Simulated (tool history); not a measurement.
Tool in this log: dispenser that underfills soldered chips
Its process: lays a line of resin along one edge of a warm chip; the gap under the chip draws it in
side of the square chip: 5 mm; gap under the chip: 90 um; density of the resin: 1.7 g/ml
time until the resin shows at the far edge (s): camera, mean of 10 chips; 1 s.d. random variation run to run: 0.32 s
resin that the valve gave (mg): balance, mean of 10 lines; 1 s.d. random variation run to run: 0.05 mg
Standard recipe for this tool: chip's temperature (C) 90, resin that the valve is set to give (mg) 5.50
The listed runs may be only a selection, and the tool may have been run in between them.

run,hour,chip's temperature (C),resin that the valve is set to give (mg),time until the resin shows at the far edge (s),resin that the valve gave (mg)
1,0.0,90,5.50,12.3,5.32
2,5.3,90,5.50,14.8,5.41
3,9.0,90,5.50,16.0,5.40
# hour 9.6: new syringe of resin
4,13.9,90,5.50,12.6,5.40
5,18.6,90,5.50,14.1,5.28
# hour 23.9: new syringe of resin
6,26.1,90,5.50,12.1,5.28
7,31.9,90,5.25,14.3,5.05
8,36.0,90,5.25,15.6,4.98
# hour 38.1: new syringe of resin
9,43.8,90,5.50,13.3,5.24
10,51.1,90,6.13,15.7,5.83
# hour 52.0: new syringe of resin
11,57.0,90,5.39,12.9,5.21
12,62.3,90,5.39,15.2,5.07
# hour 65.8: new syringe of resin
13,69.3,90,5.39,12.8,5.10
14,74.9,90,6.03,14.6,5.68
# hour 79.6: new syringe of resin
15,82.0,90,6.03,12.4,5.63
16,86.3,90,6.03,13.4,5.65
17,93.0,90,5.50,16.4,5.06
# hour 93.9: new syringe of resin
# hour 94.9: dispensing valve cleaned and set on the balance
18,99.4,90,5.65,13.1,5.68
19,103.4,101,5.86,9.5,5.79
# hour 108.6: new syringe of resin
20,108.6,101,5.86,7.2,5.88
21,112.3,101,5.86,8.3,5.89
22,115.6,84,5.50,18.1,5.51
23,119.0,84,5.50,19.3,5.48
# hour 122.9: new syringe of resin
24,123.9,90,5.33,11.4,5.26
25,128.7,90,5.33,13.2,5.15
26,136.2,95,4.84,13.5,4.64
# hour 136.9: new syringe of resin
27,143.8,99,5.31,9.2,5.12
28,147.7,99,5.31,10.3,5.15
# hour 150.6: new syringe of resin
29,152.4,99,5.31,8.4,5.11
30,158.8,75,5.60,28.4,5.42
# hour 164.5: new syringe of resin
31,166.4,85,6.35,14.3,6.03
32,172.4,85,6.35,16.9,6.06
# hour 178.3: new syringe of resin
33,179.1,98,6.13,8.3,5.87
34,183.5,80,5.52,19.8,5.28
35,189.8,99,5.50,10.7,5.24
# hour 192.0: new syringe of resin
36,195.2,99,5.50,8.2,5.23

Predict each of these 3 candidate next runs independently; none follows another, all start after run 36:
A,200.7,93,6.23,?,?
B,200.7,89,4.82,?,?
C,200.7,75,6.65,?,?

run,time until the resin shows at the far edge (s),resin that the valve gave (mg)
A,11.9,5.92
B,15.4,4.50
C,28.0,6.24
What these runs would have given with no unlogged condition in the tool:
run,time until the resin shows at the far edge (s),resin that the valve gave (mg)
A,10.0,6.32
B,12.9,4.80
C,24.1,6.65
